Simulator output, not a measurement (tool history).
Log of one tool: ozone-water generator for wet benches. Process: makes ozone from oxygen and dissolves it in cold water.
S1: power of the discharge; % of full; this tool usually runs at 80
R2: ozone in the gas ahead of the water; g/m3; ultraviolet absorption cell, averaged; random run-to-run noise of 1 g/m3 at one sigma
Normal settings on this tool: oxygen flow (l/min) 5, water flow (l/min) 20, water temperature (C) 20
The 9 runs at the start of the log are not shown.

{"run": 10, "day": 19.517, "S1": 80, "oxygen flow (l/min)": 5, "water flow (l/min)": 20, "water temperature (C)": 20, "dissolved ozone (ppm)": 17, "R2": 165.7}
{"run": 11, "day": 22.008, "S1": 80, "oxygen flow (l/min)": 7.12, "water flow (l/min)": 20, "water temperature (C)": 20, "dissolved ozone (ppm)": 16.5, "R2": 138.8}
{"run": 12, "day": 23.821, "S1": 80, "oxygen flow (l/min)": 5, "water flow (l/min)": 20, "water temperature (C)": 21, "dissolved ozone (ppm)": 16.7, "R2": 165.7}
{"run": 13, "day": 25.054, "S1": 80, "oxygen flow (l/min)": 5, "water flow (l/min)": 20, "water temperature (C)": 21, "dissolved ozone (ppm)": 16.4, "R2": 166.9}
{"run": 14, "day": 27.708, "S1": 80, "oxygen flow (l/min)": 5, "water flow (l/min)": 20, "water temperature (C)": 21, "dissolved ozone (ppm)": 16.3, "R2": 166.1}
{"run": 15, "day": 30.371, "S1": 65, "oxygen flow (l/min)": 5, "water flow (l/min)": 20, "water temperature (C)": 21, "dissolved ozone (ppm)": 14.4, "R2": 145.3}
{"run": 16, "day": 32.442, "S1": 65, "oxygen flow (l/min)": 5, "water flow (l/min)": 20, "water temperature (C)": 21, "dissolved ozone (ppm)": 14.5, "R2": 146.5}
{"run": 17, "day": 33.712, "S1": 65, "oxygen flow (l/min)": 5, "water flow (l/min)": 20, "water temperature (C)": 21, "dissolved ozone (ppm)": 14.5, "R2": 145.4}
{"run": 18, "day": 35.333, "S1": 65, "oxygen flow (l/min)": 5, "water flow (l/min)": 20, "water temperature (C)": 21, "dissolved ozone (ppm)": 14.3, "R2": 145.7}
{"run": 19, "day": 37.325, "S1": 55, "oxygen flow (l/min)": 2.89, "water flow (l/min)": 20, "water temperature (C)": 15, "dissolved ozone (ppm)": 12.9, "R2": 172.6}
{"run": 20, "day": 39.692, "S1": 66, "oxygen flow (l/min)": 3.7, "water flow (l/min)": 16, "water temperature (C)": 18, "dissolved ozone (ppm)": 17.8, "R2": 168.3}
{"run": 21, "day": 42.162, "S1": 67, "oxygen flow (l/min)": 4.53, "water flow (l/min)": 20, "water temperature (C)": 22, "dissolved ozone (ppm)": 14.2, "R2": 154.1}
{"run": 22, "day": 43.662, "S1": 67, "oxygen flow (l/min)": 4.53, "water flow (l/min)": 20, "water temperature (C)": 22, "dissolved ozone (ppm)": 14.2, "R2": 153.7}
{"run": 23, "day": 45.771, "S1": 80, "oxygen flow (l/min)": 2.98, "water flow (l/min)": 25, "water temperature (C)": 20, "dissolved ozone (ppm)": 12.6, "R2": 207.9}
{"run": 24, "day": 47.008, "S1": 42, "oxygen flow (l/min)": 2.59, "water flow (l/min)": 24, "water temperature (C)": 26, "dissolved ozone (ppm)": 8.2, "R2": 153.2}
{"run": 25, "day": 49.662, "S1": 42, "oxygen flow (l/min)": 2.59, "water flow (l/min)": 24, "water temperature (C)": 26, "dissolved ozone (ppm)": 8.2, "R2": 151.8}
{"run": 26, "day": 51.058, "S1": 42, "oxygen flow (l/min)": 2.59, "water flow (l/min)": 24, "water temperature (C)": 26, "dissolved ozone (ppm)": 8.1, "R2": 152}
{"run": 27, "day": 53.467, "S1": 63, "oxygen flow (l/min)": 8.23, "water flow (l/min)": 29, "water temperature (C)": 12, "dissolved ozone (ppm)": 11.9, "R2": 107.7}
{"run": 28, "day": 56.083, "S1": 80, "oxygen flow (l/min)": 5.05, "water flow (l/min)": 20, "water temperature (C)": 24, "dissolved ozone (ppm)": 15, "R2": 157.3}
{"run": 29, "day": 57.608, "S1": 80, "oxygen flow (l/min)": 6.99, "water flow (l/min)": 12, "water temperature (C)": 24, "dissolved ozone (ppm)": 20, "R2": 134.1}
{"run": 30, "day": 60.479, "S1": 80, "oxygen flow (l/min)": 3.85, "water flow (l/min)": 20, "water temperature (C)": 20, "dissolved ozone (ppm)": 15.7, "R2": 179.6}
{"run": 31, "day": 62.238, "S1": 78, "oxygen flow (l/min)": 5, "water flow (l/min)": 20, "water temperature (C)": 15, "dissolved ozone (ppm)": 16.4, "R2": 156.7}
{"run": 32, "day": 63.571, "S1": 80, "oxygen flow (l/min)": 4.27, "water flow (l/min)": 20, "water temperature (C)": 20, "dissolved ozone (ppm)": 15.5, "R2": 172.9}
{"run": 33, "day": 65.429, "S1": 56, "oxygen flow (l/min)": 4.27, "water flow (l/min)": 16, "water temperature (C)": 17, "dissolved ozone (ppm)": 15.9, "R2": 139.9}
{"run": 34, "day": 68.188, "S1": 68, "oxygen flow (l/min)": 5.91, "water flow (l/min)": 16, "water temperature (C)": 13, "dissolved ozone (ppm)": 18.8, "R2": 130.5}

Below are 3 alternative next runs, each starting from the tool's condition after run 34. Predict each:
{"run": "A", "day": 70.542, "S1": 80, "oxygen flow (l/min)": 5, "water flow (l/min)": 20, "water temperature (C)": 17, "dissolved ozone (ppm)": "?", "R2": "?"}
{"run": "B", "day": 70.542, "S1": 68, "oxygen flow (l/min)": 8.28, "water flow (l/min)": 16, "water temperature (C)": 13, "dissolved ozone (ppm)": "?", "R2": "?"}
{"run": "C", "day": 70.542, "S1": 65, "oxygen flow (l/min)": 5, "water flow (l/min)": 21, "water temperature (C)": 18, "dissolved ozone (ppm)": "?", "R2": "?"}

run=A dissolved_ozone_(ppm)=16.1 R2=157.2
run=B dissolved_ozone_(ppm)=18.6 R2=111.8
run=C dissolved_ozone_(ppm)=13.8 R2=139.6
The same runs, with their run-to-run variation unchanged, on a tool lacking any hidden condition would have given:
run=A dissolved_ozone_(ppm)=18.8 R2=172.8
run=B dissolved_ozone_(ppm)=21.4 R2=121.9
run=C dissolved_ozone_(ppm)=15.9 R2=151.8
